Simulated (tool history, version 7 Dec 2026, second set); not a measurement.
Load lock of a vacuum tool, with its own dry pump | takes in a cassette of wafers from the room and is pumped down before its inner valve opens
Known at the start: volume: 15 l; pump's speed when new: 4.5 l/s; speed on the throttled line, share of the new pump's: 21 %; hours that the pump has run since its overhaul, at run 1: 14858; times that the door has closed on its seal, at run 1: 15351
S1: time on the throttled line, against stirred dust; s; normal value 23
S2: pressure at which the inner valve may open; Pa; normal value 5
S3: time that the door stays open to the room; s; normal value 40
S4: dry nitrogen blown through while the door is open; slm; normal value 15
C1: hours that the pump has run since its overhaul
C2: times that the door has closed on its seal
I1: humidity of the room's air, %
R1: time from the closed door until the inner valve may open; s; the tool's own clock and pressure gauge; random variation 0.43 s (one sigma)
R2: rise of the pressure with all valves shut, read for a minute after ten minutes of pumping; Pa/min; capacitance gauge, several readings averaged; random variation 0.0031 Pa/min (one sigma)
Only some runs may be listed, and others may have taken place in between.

| run | day | S1 | S2 | S3 | S4 | C1 | C2 | I1 | R1 | R2 |
|---|---|---|---|---|---|---|---|---|---|---|
| 1 | 0.000 | 23 | 5 | 40 | 15 | 14858 | 15351 | 44.4 | 58.9 | 0.326 |
| 2 | 7.954 | 23 | 5 | 40 | 7 | 15049 | 16165 | 45.1 | 58.7 | 0.356 |
| 3 | 20.242 | 23 | 5 | 40 | 7 | 15344 | 17423 | 47.0 | 58.5 | 0.398 |
| 4 | 31.108 | 23 | 5 | 40 | 7 | 15605 | 18535 | 45.2 | 59.0 | 0.416 |
| 5 | 39.654 | 23 | 5 | 40 | 15 | 15810 | 19409 | 46.6 | 58.9 | 0.424 |
| 6 | 51.358 | 30 | 5 | 40 | 15 | 16091 | 20607 | 42.4 | 65.2 | 0.456 |
|  | 59.712 | dry pump taken out, an overhauled one fitted |
| 7 | 60.112 | 23 | 5 | 40 | 5 | 10 | 21477 | 46.6 | 51.9 | 0.517 |
| 8 | 72.425 | 23 | 5 | 40 | 5 | 305 | 22737 | 43.0 | 51.9 | 0.554 |
| 9 | 80.354 | 23 | 5 | 40 | 5 | 495 | 23548 | 42.3 | 51.4 | 0.571 |
| 10 | 90.062 | 23 | 5 | 40 | 15 | 728 | 24542 | 43.6 | 52.3 | 0.601 |
| 11 | 101.771 | 23 | 5 | 40 | 15 | 1009 | 25740 | 43.6 | 52.0 | 0.616 |
|  | 109.904 | door's seal changed, seat wiped |
| 12 | 120.142 | 23 | 7 | 40 | 15 | 1449 | 1047 | 43.5 | 51.4 | 0.086 |
| 13 | 134.383 | 23 | 7 | 40 | 15 | 1791 | 2505 | 43.5 | 51.0 | 0.096 |
| 14 | 144.329 | 23 | 7 | 40 | 15 | 2029 | 3522 | 45.4 | 51.0 | 0.103 |
| 15 | 157.529 | 21 | 5 | 40 | 15 | 2346 | 4873 | 44.4 | 51.5 | 0.131 |
| 16 | 171.562 | 23 | 5 | 87 | 15 | 2683 | 6309 | 48.1 | 52.8 | 0.190 |
| 17 | 181.771 | 22 | 9 | 25 | 7 | 2928 | 7354 | 44.9 | 50.3 | 0.152 |
| 18 | 193.017 | 23 | 9 | 40 | 15 | 3198 | 8505 | 43.3 | 50.3 | 0.173 |
| 19 | 203.533 | 23 | 9 | 40 | 13 | 3450 | 9581 | 44.8 | 50.7 | 0.195 |
| 20 | 212.258 | 23 | 9 | 40 | 13 | 3660 | 10474 | 45.5 | 50.5 | 0.210 |
| 21 | 220.517 | 23 | 8 | 161 | 15 | 3858 | 11319 | 46.2 | 52.0 | 0.313 |
| 22 | 233.317 | 23 | 8 | 161 | 15 | 4165 | 12629 | 45.3 | 51.0 | 0.348 |
| 23 | 248.375 | 32 | 8 | 161 | 4 | 4526 | 14170 | 42.0 | 58.8 | 0.402 |
| 24 | 262.483 | 23 | 6 | 149 | 6 | 4865 | 15614 | 44.6 | 53.1 | 0.446 |
| 25 | 276.788 | 23 | 6 | 149 | 6 | 5208 | 17077 | 45.4 | 52.3 | 0.484 |
| 26 | 285.354 | 23 | 6 | 149 | 6 | 5414 | 17954 | 41.9 | 53.1 | 0.484 |
| 27 | 304.612 | 23 | 5 | 49 | 15 | 5876 | 19925 | 44.0 | 54.0 | 0.454 |

Run 28 has not been measured yet. What should we expect?
| 28 | 321.988 | 24 | 4 | 26 | 11 | 6293 | 21703 | 45.9 | ? | ? |

{"run 28": {"R1": 56.7, "R2": 0.499}}
On a tool with no hidden condition, and with the same random variation, this run would have come out at R1 53.4 s, R2 0.071 Pa/min.
